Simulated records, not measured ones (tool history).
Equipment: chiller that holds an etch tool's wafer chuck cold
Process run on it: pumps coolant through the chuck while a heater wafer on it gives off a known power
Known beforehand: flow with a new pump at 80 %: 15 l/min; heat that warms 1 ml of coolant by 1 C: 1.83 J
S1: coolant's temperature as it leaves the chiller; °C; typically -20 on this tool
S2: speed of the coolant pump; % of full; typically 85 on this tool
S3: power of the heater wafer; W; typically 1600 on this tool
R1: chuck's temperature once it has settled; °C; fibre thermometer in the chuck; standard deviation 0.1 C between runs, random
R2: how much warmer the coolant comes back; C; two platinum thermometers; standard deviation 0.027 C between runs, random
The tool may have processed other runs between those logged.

{"run": 1, "hour": 0.0, "S1": -20, "S2": 85, "S3": 1600, "R1": -2.5, "R2": 3.49}
{"run": 2, "hour": 29.9, "S1": -20, "S2": 85, "S3": 1600, "R1": -2.6, "R2": 3.48}
{"run": 3, "hour": 68.3, "S1": -20, "S2": 85, "S3": 1600, "R1": -2.4, "R2": 3.48}
{"run": 4, "hour": 113.9, "S1": -20, "S2": 85, "S3": 1600, "R1": -2.3, "R2": 3.54}
{"run": 5, "hour": 163.3, "S1": -20, "S2": 85, "S3": 1600, "R1": -2.5, "R2": 3.53}
{"run": 6, "hour": 191.8, "S1": -20, "S2": 85, "S3": 1320, "R1": -5.2, "R2": 2.88}
{"run": 7, "hour": 237.7, "S1": -20, "S2": 78, "S3": 1600, "R1": -1.5, "R2": 3.83}
{"run": 8, "hour": 259.7, "S1": -20, "S2": 78, "S3": 830, "R1": -10.0, "R2": 1.98}
{"run": 9, "hour": 307.3, "S1": -20, "S2": 93, "S3": 1600, "R1": -2.9, "R2": 3.27}
{"run": 10, "hour": 359.1, "S1": -27, "S2": 85, "S3": 1600, "R1": -9.1, "R2": 3.54}
{"run": 11, "hour": 390.9, "S1": -20, "S2": 85, "S3": 1600, "R1": -2.0, "R2": 3.53}
{"run": 12, "hour": 421.0, "S1": -20, "S2": 85, "S3": 1600, "R1": -1.8, "R2": 3.52}
{"run": 13, "hour": 473.2, "S1": -20, "S2": 85, "S3": 1600, "R1": -1.7, "R2": 3.54}
{"run": 14, "hour": 506.0, "S1": -20, "S2": 85, "S3": 1600, "R1": -1.8, "R2": 3.52}
{"run": 15, "hour": 540.7, "S1": -20, "S2": 85, "S3": 1600, "R1": -1.6, "R2": 3.6}
{"run": 16, "hour": 564.0, "S1": -20, "S2": 92, "S3": 1600, "R1": -2.3, "R2": 3.26}
{"run": 17, "hour": 610.7, "S1": -28, "S2": 90, "S3": 2264, "R1": -3.0, "R2": 4.79}
{"run": 18, "hour": 662.5, "S1": -11, "S2": 87, "S3": 1186, "R1": 2.9, "R2": 2.56}
{"run": 19, "hour": 692.2, "S1": -24, "S2": 85, "S3": 1305, "R1": -8.8, "R2": 2.93}
{"run": 20, "hour": 739.3, "S1": -28, "S2": 92, "S3": 1597, "R1": -10.1, "R2": 3.28}
{"run": 21, "hour": 766.7, "S1": -28, "S2": 90, "S3": 844, "R1": -18.0, "R2": 1.82}
{"run": 22, "hour": 804.9, "S1": -28, "S2": 90, "S3": 844, "R1": -18.1, "R2": 1.81}
{"run": 23, "hour": 850.0, "S1": -20, "S2": 63, "S3": 844, "R1": -8.4, "R2": 2.48}
{"run": 24, "hour": 881.6, "S1": -30, "S2": 63, "S3": 812, "R1": -18.8, "R2": 2.42}
{"run": 25, "hour": 924.7, "S1": -30, "S2": 63, "S3": 812, "R1": -18.6, "R2": 2.4}
{"hour": 959.6, "done": "coolant changed, channels flushed"}
{"run": 26, "hour": 981.4, "S1": -30, "S2": 63, "S3": 812, "R1": -20.2, "R2": 2.43}
{"run": 27, "hour": 1003.6, "S1": -30, "S2": 63, "S3": 812, "R1": -20.2, "R2": 2.37}
{"run": 28, "hour": 1047.3, "S1": -24, "S2": 61, "S3": 1887, "R1": -1.5, "R2": 5.78}
{"run": 29, "hour": 1072.5, "S1": -24, "S2": 61, "S3": 1887, "R1": -1.5, "R2": 5.79}
{"run": 30, "hour": 1102.3, "S1": -24, "S2": 61, "S3": 1887, "R1": -1.3, "R2": 5.82}
{"run": 31, "hour": 1138.1, "S1": -24, "S2": 61, "S3": 1887, "R1": -1.2, "R2": 5.83}

4 ways to go on from here, each from the tool as it stands after run 31. What would each give?
{"run": "A", "hour": 1163.8, "S1": -23, "S2": 97, "S3": 1600, "R1": "?", "R2": "?"}
{"run": "B", "hour": 1163.8, "S1": -20, "S2": 85, "S3": 923, "R1": "?", "R2": "?"}
{"run": "C", "hour": 1163.8, "S1": -11, "S2": 70, "S3": 2113, "R1": "?", "R2": "?"}
{"run": "D", "hour": 1163.8, "S1": -29, "S2": 81, "S3": 1398, "R1": "?", "R2": "?"}

run=A R1=-7.1 R2=3.18
run=B R1=-10.1 R2=2.06
run=C R1=12.9 R2=5.69
run=D R1=-13.9 R2=3.29
Stripped of hidden state, with their random variation kept, the same runs would have yielded:
run=A R1=-8.7 R2=2.91
run=B R1=-11.3 R2=1.88
run=C R1=10.9 R2=5.20
run=D R1=-15.4 R2=3.01
